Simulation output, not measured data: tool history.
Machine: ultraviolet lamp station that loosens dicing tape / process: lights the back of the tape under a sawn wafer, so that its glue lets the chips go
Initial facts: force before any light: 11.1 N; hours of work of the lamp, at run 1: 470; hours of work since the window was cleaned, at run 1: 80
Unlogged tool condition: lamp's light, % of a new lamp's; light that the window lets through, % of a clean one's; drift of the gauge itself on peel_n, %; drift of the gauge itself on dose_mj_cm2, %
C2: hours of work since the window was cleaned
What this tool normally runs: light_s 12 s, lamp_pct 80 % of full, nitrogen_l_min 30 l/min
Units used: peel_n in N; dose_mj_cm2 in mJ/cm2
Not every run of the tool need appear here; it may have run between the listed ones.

run 1 hour=0 | light_s=12 lamp_pct=80 nitrogen_l_min=30 | hours_of_work_of_the_lamp=470 C2=80 | peel_n=1.015 dose_mj_cm2=581
run 2 hour=53.9 | light_s=12 lamp_pct=80 nitrogen_l_min=30 | hours_of_work_of_the_lamp=505 C2=115 | peel_n=0.99 dose_mj_cm2=579
run 3 hour=110.5 | light_s=12 lamp_pct=80 nitrogen_l_min=30 | hours_of_work_of_the_lamp=542 C2=152 | peel_n=1.042 dose_mj_cm2=580
run 4 hour=161.7 | light_s=12 lamp_pct=80 nitrogen_l_min=30 | hours_of_work_of_the_lamp=575 C2=185 | peel_n=1.015 dose_mj_cm2=575
run 5 hour=199 | light_s=13 lamp_pct=80 nitrogen_l_min=30 | hours_of_work_of_the_lamp=600 C2=210 | peel_n=0.86 dose_mj_cm2=621
run 6 hour=225.6 | light_s=13 lamp_pct=80 nitrogen_l_min=30 | hours_of_work_of_the_lamp=617 C2=227 | peel_n=0.824 dose_mj_cm2=618
run 7 hour=255.8 | light_s=13 lamp_pct=80 nitrogen_l_min=30 | hours_of_work_of_the_lamp=637 C2=247 | peel_n=0.866 dose_mj_cm2=628
run 8 hour=315.4 | light_s=13 lamp_pct=80 nitrogen_l_min=30 | hours_of_work_of_the_lamp=676 C2=286 | peel_n=0.863 dose_mj_cm2=621
run 9 hour=356.8 | light_s=13 lamp_pct=80 nitrogen_l_min=30 | hours_of_work_of_the_lamp=703 C2=313 | peel_n=0.863 dose_mj_cm2=624
run 10 hour=394.5 | light_s=15 lamp_pct=80 nitrogen_l_min=30 | hours_of_work_of_the_lamp=727 C2=338 | peel_n=0.615 dose_mj_cm2=722
run 11 hour=423.7 | light_s=12 lamp_pct=80 nitrogen_l_min=30 | hours_of_work_of_the_lamp=747 C2=357 | peel_n=1.054 dose_mj_cm2=576
run 12 hour=484.4 | light_s=12 lamp_pct=80 nitrogen_l_min=30 | hours_of_work_of_the_lamp=786 C2=396 | peel_n=1.069 dose_mj_cm2=578
run 13 hour=539.6 | light_s=12 lamp_pct=80 nitrogen_l_min=30 | hours_of_work_of_the_lamp=822 C2=433 | peel_n=1.013 dose_mj_cm2=577
run 14 hour=576.6 | light_s=6 lamp_pct=80 nitrogen_l_min=30 | hours_of_work_of_the_lamp=846 C2=457 | peel_n=3.197 dose_mj_cm2=290
run 15 hour=619.6 | light_s=12 lamp_pct=80 nitrogen_l_min=16 | hours_of_work_of_the_lamp=875 C2=485 | peel_n=1.506 dose_mj_cm2=574
-- hour=663.4 window cleaned of glue's vapour
run 16 hour=673.4 | light_s=12 lamp_pct=80 nitrogen_l_min=10 | hours_of_work_of_the_lamp=909 C2=7 | peel_n=2.031 dose_mj_cm2=577
run 17 hour=713.7 | light_s=12 lamp_pct=80 nitrogen_l_min=10 | hours_of_work_of_the_lamp=936 C2=33 | peel_n=2.094 dose_mj_cm2=581
run 18 hour=754 | light_s=12 lamp_pct=80 nitrogen_l_min=30 | hours_of_work_of_the_lamp=962 C2=59 | peel_n=0.976 dose_mj_cm2=580
run 19 hour=786.6 | light_s=12 lamp_pct=80 nitrogen_l_min=30 | hours_of_work_of_the_lamp=983 C2=81 | peel_n=1.025 dose_mj_cm2=571
run 20 hour=837.6 | light_s=12 lamp_pct=77 nitrogen_l_min=30 | hours_of_work_of_the_lamp=1017 C2=114 | peel_n=1.124 dose_mj_cm2=558
run 21 hour=896.4 | light_s=12 lamp_pct=77 nitrogen_l_min=30 | hours_of_work_of_the_lamp=1055 C2=152 | peel_n=1.143 dose_mj_cm2=554
run 22 hour=929.7 | light_s=17 lamp_pct=93 nitrogen_l_min=30 | hours_of_work_of_the_lamp=1077 C2=174 | peel_n=0.331 dose_mj_cm2=940
run 23 hour=980.8 | light_s=12 lamp_pct=80 nitrogen_l_min=15 | hours_of_work_of_the_lamp=1110 C2=208 | peel_n=1.577 dose_mj_cm2=577
run 24 hour=1033.7 | light_s=11 lamp_pct=63 nitrogen_l_min=55 | hours_of_work_of_the_lamp=1145 C2=242 | peel_n=1.453 dose_mj_cm2=414
run 25 hour=1063.2 | light_s=12 lamp_pct=93 nitrogen_l_min=17 | hours_of_work_of_the_lamp=1164 C2=261 | peel_n=1.041 dose_mj_cm2=668
-- hour=1069.3 lamp changed
run 26 hour=1096.4 | light_s=12 lamp_pct=85 nitrogen_l_min=18 | hours_of_work_of_the_lamp=18 C2=282 | peel_n=1.218 dose_mj_cm2=618
run 27 hour=1148.4 | light_s=14 lamp_pct=62 nitrogen_l_min=10 | hours_of_work_of_the_lamp=52 C2=316 | peel_n=2.391 dose_mj_cm2=521
run 28 hour=1191.1 | light_s=18 lamp_pct=73 nitrogen_l_min=10 | hours_of_work_of_the_lamp=80 C2=344 | peel_n=1.138 dose_mj_cm2=785
run 29 hour=1247 | light_s=18 lamp_pct=73 nitrogen_l_min=10 | hours_of_work_of_the_lamp=116 C2=381 | peel_n=1.107 dose_mj_cm2=794
run 30 hour=1281.9 | light_s=17 lamp_pct=88 nitrogen_l_min=31 | hours_of_work_of_the_lamp=139 C2=404 | peel_n=0.362 dose_mj_cm2=904
run 31 hour=1328.1 | light_s=13 lamp_pct=88 nitrogen_l_min=18 | hours_of_work_of_the_lamp=169 C2=434 | peel_n=0.977 dose_mj_cm2=686
run 32 hour=1387.8 | light_s=13 lamp_pct=88 nitrogen_l_min=18 | hours_of_work_of_the_lamp=208 C2=473 | peel_n=0.963 dose_mj_cm2=688
run 33 hour=1416.9 | light_s=13 lamp_pct=88 nitrogen_l_min=18 | hours_of_work_of_the_lamp=227 C2=492 | peel_n=1 dose_mj_cm2=688
-- hour=1450.6 window cleaned of glue's vapour
run 34 hour=1465.6 | light_s=13 lamp_pct=88 nitrogen_l_min=18 | hours_of_work_of_the_lamp=259 C2=10 | peel_n=0.971 dose_mj_cm2=687
run 35 hour=1499.8 | light_s=7 lamp_pct=80 nitrogen_l_min=9 | hours_of_work_of_the_lamp=281 C2=32 | peel_n=4.093 dose_mj_cm2=336
run 36 hour=1544.8 | light_s=7 lamp_pct=68 nitrogen_l_min=9 | hours_of_work_of_the_lamp=311 C2=62 | peel_n=4.918 dose_mj_cm2=286
run 37 hour=1573.7 | light_s=10 lamp_pct=97 nitrogen_l_min=24 | hours_of_work_of_the_lamp=329 C2=80 | peel_n=1.159 dose_mj_cm2=584
run 38 hour=1607.1 | light_s=6 lamp_pct=98 nitrogen_l_min=30 | hours_of_work_of_the_lamp=351 C2=102 | peel_n=2.507 dose_mj_cm2=355
run 39 hour=1649 | light_s=6 lamp_pct=98 nitrogen_l_min=30 | hours_of_work_of_the_lamp=379 C2=130 | peel_n=2.454 dose_mj_cm2=353
run 40 hour=1675.9 | light_s=12 lamp_pct=97 nitrogen_l_min=30 | hours_of_work_of_the_lamp=396 C2=147 | peel_n=0.651 dose_mj_cm2=703
run 41 hour=1712 | light_s=12 lamp_pct=97 nitrogen_l_min=30 | hours_of_work_of_the_lamp=420 C2=171 | peel_n=0.663 dose_mj_cm2=702
run 42 hour=1737.4 | light_s=10 lamp_pct=90 nitrogen_l_min=30 | hours_of_work_of_the_lamp=436 C2=187 | peel_n=1.16 dose_mj_cm2=539

Below are 5 alternative next runs, each starting from the tool's condition after run 42. Predict each:
run A hour=1789.3 | light_s=12 lamp_pct=76 nitrogen_l_min=30 | hours_of_work_of_the_lamp=470 C2=221 | peel_n=? dose_mj_cm2=?
run B hour=1789.3 | light_s=19 lamp_pct=90 nitrogen_l_min=38 | hours_of_work_of_the_lamp=470 C2=221 | peel_n=? dose_mj_cm2=?
run C hour=1789.3 | light_s=10 lamp_pct=67 nitrogen_l_min=30 | hours_of_work_of_the_lamp=470 C2=221 | peel_n=? dose_mj_cm2=?
run D hour=1789.3 | light_s=20 lamp_pct=89 nitrogen_l_min=37 | hours_of_work_of_the_lamp=470 C2=221 | peel_n=? dose_mj_cm2=?
run E hour=1789.3 | light_s=23 lamp_pct=63 nitrogen_l_min=50 | hours_of_work_of_the_lamp=470 C2=221 | peel_n=? dose_mj_cm2=?

run=A peel_n=1.14 dose_mj_cm2=548
run=B peel_n=0.237 dose_mj_cm2=1032
run=C peel_n=1.974 dose_mj_cm2=405
run=D peel_n=0.24 dose_mj_cm2=1074
run=E peel_n=0.298 dose_mj_cm2=873
What these runs would have given with no unlogged condition in the tool:
run=A peel_n=1.134 dose_mj_cm2=550
run=B peel_n=0.236 dose_mj_cm2=1034
run=C peel_n=1.966 dose_mj_cm2=406
run=D peel_n=0.239 dose_mj_cm2=1077
run=E peel_n=0.297 dose_mj_cm2=875
